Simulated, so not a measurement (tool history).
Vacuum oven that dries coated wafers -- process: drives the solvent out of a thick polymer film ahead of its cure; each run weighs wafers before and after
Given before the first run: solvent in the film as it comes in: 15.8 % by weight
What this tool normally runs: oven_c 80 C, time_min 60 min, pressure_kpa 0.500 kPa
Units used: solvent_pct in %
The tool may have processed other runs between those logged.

run	hour	oven_c	time_min	pressure_kpa	solvent_pct
1	0.0	80	60	0.500	2.57
2	10.3	80	60	0.500	2.56
3	23.5	80	60	0.500	2.59
4	30.9	80	60	0.500	2.55
5	40.4	80	52	0.500	3.13
6	50.5	80	52	0.500	3.09
7	64.3	80	48	0.500	3.47
8	77.8	80	60	0.500	2.56
# hour 84.2: oven's thermocouples calibrated
9	93.2	80	60	0.500	2.89
10	105.7	80	60	0.500	2.92
11	116.8	80	60	0.500	2.89
12	124.3	80	60	0.500	2.87
13	134.1	70	60	0.500	6.26
14	147.1	85	34	1.283	4.11
15	154.8	85	34	1.283	4.12
16	169.1	80	73	0.378	2.08
17	182.8	86	34	0.261	3.32
18	189.7	91	87	0.847	0.53
19	201.1	71	43	0.348	7.25
20	210.7	80	60	0.874	3.12
21	222.1	80	60	0.874	3.13
22	236.7	77	89	0.670	2.40
23	247.1	77	89	0.672	2.43
24	257.8	81	80	0.500	1.65

Below are 3 alternative next runs, each starting from the tool's condition after run 24. Predict each:
A	266.9	80	55	0.500	?
B	266.9	67	54	0.301	?
C	266.9	87	80	0.359	?

run	solvent_pct
A	3.21
B	7.56
C	0.66
Had the tool no hidden state, the same runs would have come out as:
run	solvent_pct
A	3.22
B	7.56
C	0.60
